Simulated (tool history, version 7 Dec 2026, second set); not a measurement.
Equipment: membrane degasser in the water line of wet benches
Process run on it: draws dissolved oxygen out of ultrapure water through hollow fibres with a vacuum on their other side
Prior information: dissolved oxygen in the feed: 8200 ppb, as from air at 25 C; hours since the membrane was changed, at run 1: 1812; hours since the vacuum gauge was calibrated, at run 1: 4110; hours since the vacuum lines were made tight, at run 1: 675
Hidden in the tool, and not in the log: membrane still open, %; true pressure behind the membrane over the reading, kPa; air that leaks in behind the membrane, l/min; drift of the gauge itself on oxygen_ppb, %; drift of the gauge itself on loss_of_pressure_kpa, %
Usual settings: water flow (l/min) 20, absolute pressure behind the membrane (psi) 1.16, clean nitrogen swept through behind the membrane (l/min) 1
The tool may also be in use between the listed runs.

run,day,water flow (l/min),absolute pressure behind the membrane (psi),clean nitrogen swept through behind the membrane (l/min),hours since the membrane was changed,hours since the vacuum gauge was calibrated,hours since the vacuum lines were made tight,dissolved oxygen in the water behind the degasser (ppb),pressure that the water loses in the fibres (psi)
1,0,20,1.16,1,1812,4110,675,218.3,4.957
2,2.162,20,1.16,1,1864,4162,726,222.2,4.96
3,4.821,20,1.16,1,1928,4226,790,218.6,4.899
4,7.775,20,1.16,1,1998,4296,861,220.5,4.93
5,9.612,20,1.16,1,2043,4341,905,219.8,4.968
6,11.958,20,1.16,1,2099,4397,962,220.2,4.95
7,13.812,20,1.16,1,2143,4441,1006,219.4,4.907
8,16.475,20,1.16,1,2207,4505,1070,222.4,4.979
9,18.725,20,1.16,1,2261,4559,1124,219,4.894
10,21.5,20,1.16,1,2328,4626,1191,223.6,4.915
11,23.275,20,1.16,1,2370,4668,1233,221.8,4.96
12,25.917,20,1.16,1,2434,4732,1297,218.5,4.998
13,27.688,20,1.16,1,2476,4774,1339,223.6,4.92
# day 27.888: vacuum gauge calibrated
14,29.275,20,1.16,0.48,2514,33,1377,402.4,4.983
15,31.129,20,1.16,0.48,2558,78,1421,402.4,4.959
16,32.704,20,1.16,0.48,2596,116,1459,404.4,4.921
17,35.454,20,1.16,0.48,2662,182,1525,405.1,4.995
18,37.108,14,1.044,2.21,2702,221,1565,67.2,3.487
19,39.25,20,1.186,1,2753,273,1616,234.3,4.878
20,41.712,20,1.186,1,2812,332,1675,233.3,4.972
21,43.979,20,1.186,1,2867,386,1730,233.5,4.943
# day 44.875: vacuum gauge calibrated, once more
22,45.983,20,1.646,0.55,2914,27,1777,565.5,5.004
23,48.938,20,1.646,1.44,2985,98,1848,257.5,4.954
24,51.462,20,0.877,1,3046,158,1909,127.1,5.008
25,54.042,20,0.86,1,3108,220,1971,122.2,4.947
26,55.404,20,1.49,1,3141,253,2003,308.4,4.928
27,57.321,17,0.943,0.55,3187,299,2049,208.8,4.242
28,59.142,27,1.16,1.37,3230,342,2093,211.4,6.717
29,62.358,27,1.16,1,3307,420,2170,272.8,6.659
30,64.671,27,1.285,1,3363,475,2226,317.4,6.673
31,67.562,17,1.379,2.01,3432,545,2295,128.2,4.239

Each row is a separate what-if for the run after 31, all from the same tool condition, not one after another. Results?
A,68.883,15,0.954,1.71,3464,576,2327,?,?
B,68.883,13,1.379,0.74,3464,576,2327,?,?
C,68.883,20,0.702,2.25,3464,576,2327,?,?
D,68.883,27,2.663,1.54,3464,576,2327,?,?
E,68.883,13,1.379,2.01,3464,576,2327,?,?

run,dissolved oxygen in the water behind the degasser (ppb),pressure that the water loses in the fibres (psi)
A,71.4,3.685
B,243.2,3.258
C,36.8,5.008
D,565.5,6.693
E,98.5,3.24
Without the tool's unlogged condition, the same runs would have read:
run,dissolved oxygen in the water behind the degasser (ppb),pressure that the water loses in the fibres (psi)
A,71.1,3.623
B,242.5,3.204
C,36.6,4.924
D,564,6.582
E,98,3.185
